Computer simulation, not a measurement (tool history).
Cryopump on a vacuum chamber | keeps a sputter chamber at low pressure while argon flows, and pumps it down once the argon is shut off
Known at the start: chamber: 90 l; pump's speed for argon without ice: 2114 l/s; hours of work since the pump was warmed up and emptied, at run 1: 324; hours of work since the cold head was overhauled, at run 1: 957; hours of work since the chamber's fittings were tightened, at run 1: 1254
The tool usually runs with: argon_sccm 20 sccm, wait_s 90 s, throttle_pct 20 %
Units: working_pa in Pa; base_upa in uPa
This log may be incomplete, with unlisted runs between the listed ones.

run     day  argon_sccm  wait_s  throttle_pct  hours of work since the pump was warmed up and emptied  hours of work since the cold head was overhauled  hours of work since the chamber's fittings were tightened  working_pa  base_upa
  1   0.000          20      90            20                                                     324                                               957                                                       1254      0.0816      0.84
  2   1.129          20      90            20                                                     347                                               979                                                       1276      0.0826      0.88
  3   2.279          20      75            20                                                     370                                              1002                                                       1299      0.0824      0.91
  4   3.246          20      75            20                                                     389                                              1022                                                       1319      0.0822      0.95
  5   4.212          20      90            47                                                     409                                              1041                                                       1338      0.0366      0.86
  6   5.329          20      90            47                                                     431                                              1063                                                       1360      0.0364      0.89
  7   6.096          20      90            47                                                     446                                              1079                                                       1376      0.0375      0.88
  8   7.167          20      90            47                                                     468                                              1100                                                       1397      0.0362      0.86
  9   7.921          20      90            47                                                     483                                              1115                                                       1412      0.0388      0.87
 10   8.508          20      90            47                                                     494                                              1127                                                       1424      0.0380      0.88
 11   9.671          20      90            47                                                     518                                              1150                                                       1447      0.0370      0.91
 12  10.217          20      90            47                                                     529                                              1161                                                       1458      0.0373      0.88
 13  10.796          23      60            20                                                     540                                              1173                                                       1470      0.0966      1.11
 14  11.650           9     170            20                                                     557                                              1190                                                       1487      0.0386      0.66
 15  12.592          20      92            36                                                     576                                              1209                                                       1506      0.0486      0.86
 16  13.192          20      92            36                                                     588                                              1221                                                       1518      0.0495      0.87
     13.638  -- pump warmed up, emptied and cooled again
 17  14.212          22      79            34                                                      11                                              1237                                                       1534      0.0521      0.89
 18  15.117          20     105            21                                                      30                                              1255                                                       1552      0.0778      0.75
 19  15.900          20     131            59                                                      45                                              1271                                                       1568      0.0279      0.70
 20  16.538          20     131            59                                                      58                                              1283                                                       1580      0.0273      0.71
 21  17.071          20      90            23                                                      69                                              1294                                                       1591      0.0699      0.86
 22  18.096          11      31            23                                                      89                                              1314                                                       1612      0.0393      1.84

Run 23 is up next; what results do you expect?
 23  18.762          11      72            47                                                     102                                              1328                                                       1625           ?         ?

{"run 23": {"working_pa": 0.0191, "base_upa": 0.95}}
The same run, on a tool lacking any hidden state, would have yielded working_pa 0.0187 Pa, base_upa 0.76 uPa.

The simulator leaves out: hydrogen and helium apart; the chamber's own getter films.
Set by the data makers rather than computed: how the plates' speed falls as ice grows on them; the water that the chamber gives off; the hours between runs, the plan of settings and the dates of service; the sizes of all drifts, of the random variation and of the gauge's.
